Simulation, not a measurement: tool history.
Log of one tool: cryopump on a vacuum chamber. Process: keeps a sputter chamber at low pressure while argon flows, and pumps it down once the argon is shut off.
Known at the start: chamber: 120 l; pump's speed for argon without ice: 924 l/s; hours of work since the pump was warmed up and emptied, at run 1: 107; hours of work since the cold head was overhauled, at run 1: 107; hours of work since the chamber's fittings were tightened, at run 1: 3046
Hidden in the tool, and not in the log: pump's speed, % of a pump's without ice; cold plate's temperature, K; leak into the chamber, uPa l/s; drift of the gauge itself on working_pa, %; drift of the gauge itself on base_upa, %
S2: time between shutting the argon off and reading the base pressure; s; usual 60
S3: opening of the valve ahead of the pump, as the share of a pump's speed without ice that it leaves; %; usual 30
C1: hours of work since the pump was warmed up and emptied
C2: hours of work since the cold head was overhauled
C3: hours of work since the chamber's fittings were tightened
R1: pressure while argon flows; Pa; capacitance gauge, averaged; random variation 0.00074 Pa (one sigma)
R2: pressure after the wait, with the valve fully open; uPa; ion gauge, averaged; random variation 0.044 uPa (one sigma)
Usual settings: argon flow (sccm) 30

run 1 hour=0 | argon_flow_(sccm)=30 S2=60 S3=30 | C1=107 C2=107 C3=3046 | R1=0.1836 R2=5.23
run 2 hour=18.9 | argon_flow_(sccm)=30 S2=199 S3=30 | C1=115 C2=115 C3=3055 | R1=0.185 R2=3.63
run 3 hour=32.9 | argon_flow_(sccm)=18 S2=60 S3=30 | C1=122 C2=122 C3=3062 | R1=0.1114 R2=5.28
run 4 hour=52.4 | argon_flow_(sccm)=18 S2=60 S3=30 | C1=131 C2=131 C3=3071 | R1=0.11 R2=5.15
run 5 hour=69.2 | argon_flow_(sccm)=18 S2=60 S3=30 | C1=139 C2=139 C3=3078 | R1=0.1109 R2=5.28
run 6 hour=84.8 | argon_flow_(sccm)=14 S2=60 S3=30 | C1=146 C2=146 C3=3086 | R1=0.0861 R2=5.29
run 7 hour=96.1 | argon_flow_(sccm)=14 S2=60 S3=30 | C1=151 C2=151 C3=3091 | R1=0.0864 R2=5.17
run 8 hour=110.2 | argon_flow_(sccm)=30 S2=60 S3=37 | C1=158 C2=158 C3=3097 | R1=0.1508 R2=5.13
run 9 hour=135.3 | argon_flow_(sccm)=30 S2=60 S3=37 | C1=169 C2=169 C3=3109 | R1=0.1502 R2=5.18
run 10 hour=160.3 | argon_flow_(sccm)=30 S2=60 S3=37 | C1=181 C2=181 C3=3121 | R1=0.1499 R2=5.25
run 11 hour=185.2 | argon_flow_(sccm)=30 S2=60 S3=37 | C1=192 C2=192 C3=3132 | R1=0.1496 R2=5.32
run 12 hour=196.7 | argon_flow_(sccm)=30 S2=60 S3=37 | C1=198 C2=198 C3=3137 | R1=0.1508 R2=5.44
run 13 hour=222.1 | argon_flow_(sccm)=30 S2=60 S3=37 | C1=209 C2=209 C3=3149 | R1=0.1515 R2=5.36
run 14 hour=242.2 | argon_flow_(sccm)=31 S2=60 S3=30 | C1=219 C2=219 C3=3158 | R1=0.1915 R2=5.42
run 15 hour=262.5 | argon_flow_(sccm)=31 S2=60 S3=30 | C1=228 C2=228 C3=3168 | R1=0.1916 R2=5.47
run 16 hour=287.5 | argon_flow_(sccm)=30 S2=60 S3=30 | C1=240 C2=240 C3=3179 | R1=0.1858 R2=5.49
run 17 hour=302.1 | argon_flow_(sccm)=30 S2=60 S3=37 | C1=246 C2=246 C3=3186 | R1=0.1505 R2=5.41
run 18 hour=313 | argon_flow_(sccm)=35 S2=23 S3=17 | C1=251 C2=251 C3=3191 | R1=0.3787 R2=9.01
run 19 hour=330.2 | argon_flow_(sccm)=35 S2=23 S3=43 | C1=259 C2=259 C3=3199 | R1=0.1514 R2=8.85
run 20 hour=355.6 | argon_flow_(sccm)=12 S2=43 S3=43 | C1=271 C2=271 C3=3211 | R1=0.0521 R2=6.34
run 21 hour=372 | argon_flow_(sccm)=12 S2=43 S3=43 | C1=279 C2=279 C3=3218 | R1=0.0524 R2=6.48
run 22 hour=383.8 | argon_flow_(sccm)=23 S2=43 S3=43 | C1=284 C2=284 C3=3224 | R1=0.1003 R2=6.34
run 23 hour=401.4 | argon_flow_(sccm)=29 S2=89 S3=48 | C1=292 C2=292 C3=3232 | R1=0.1143 R2=4.73
run 24 hour=417.6 | argon_flow_(sccm)=29 S2=89 S3=16 | C1=300 C2=300 C3=3240 | R1=0.3345 R2=4.79
run 25 hour=431.6 | argon_flow_(sccm)=29 S2=89 S3=16 | C1=306 C2=306 C3=3246 | R1=0.3343 R2=4.88
run 26 hour=450.6 | argon_flow_(sccm)=29 S2=89 S3=16 | C1=315 C2=315 C3=3255 | R1=0.3353 R2=4.73
run 27 hour=475.7 | argon_flow_(sccm)=29 S2=89 S3=16 | C1=327 C2=327 C3=3266 | R1=0.3341 R2=4.78
run 28 hour=499.6 | argon_flow_(sccm)=28 S2=89 S3=16 | C1=338 C2=338 C3=3277 | R1=0.3258 R2=4.67
run 29 hour=521.5 | argon_flow_(sccm)=12 S2=84 S3=21 | C1=348 C2=348 C3=3288 | R1=0.1062 R2=4.96
run 30 hour=536.1 | argon_flow_(sccm)=14 S2=84 S3=30 | C1=354 C2=354 C3=3294 | R1=0.0875 R2=4.73
run 31 hour=557.1 | argon_flow_(sccm)=25 S2=84 S3=59 | C1=364 C2=364 C3=3304 | R1=0.0808 R2=4.91
run 32 hour=580.6 | argon_flow_(sccm)=36 S2=47 S3=30 | C1=375 C2=375 C3=3315 | R1=0.2248 R2=6.06
run 33 hour=604.2 | argon_flow_(sccm)=36 S2=47 S3=30 | C1=386 C2=386 C3=3326 | R1=0.2236 R2=6.39

Forecast each of these 3 alternatives for the next run:
run A hour=625.3 | argon_flow_(sccm)=21 S2=50 S3=28 | C1=396 C2=396 C3=3336 | R1=? R2=?
run B hour=625.3 | argon_flow_(sccm)=32 S2=40 S3=49 | C1=396 C2=396 C3=3336 | R1=? R2=?
run C hour=625.3 | argon_flow_(sccm)=28 S2=39 S3=30 | C1=396 C2=396 C3=3336 | R1=? R2=?

run=A R1=0.1397 R2=6.05
run=B R1=0.124 R2=6.9
run=C R1=0.1761 R2=6.72
Without the tool's hidden state the same runs would have given:
run=A R1=0.1366 R2=3.04
run=B R1=0.1193 R2=3.81
run=C R1=0.1719 R2=3.75
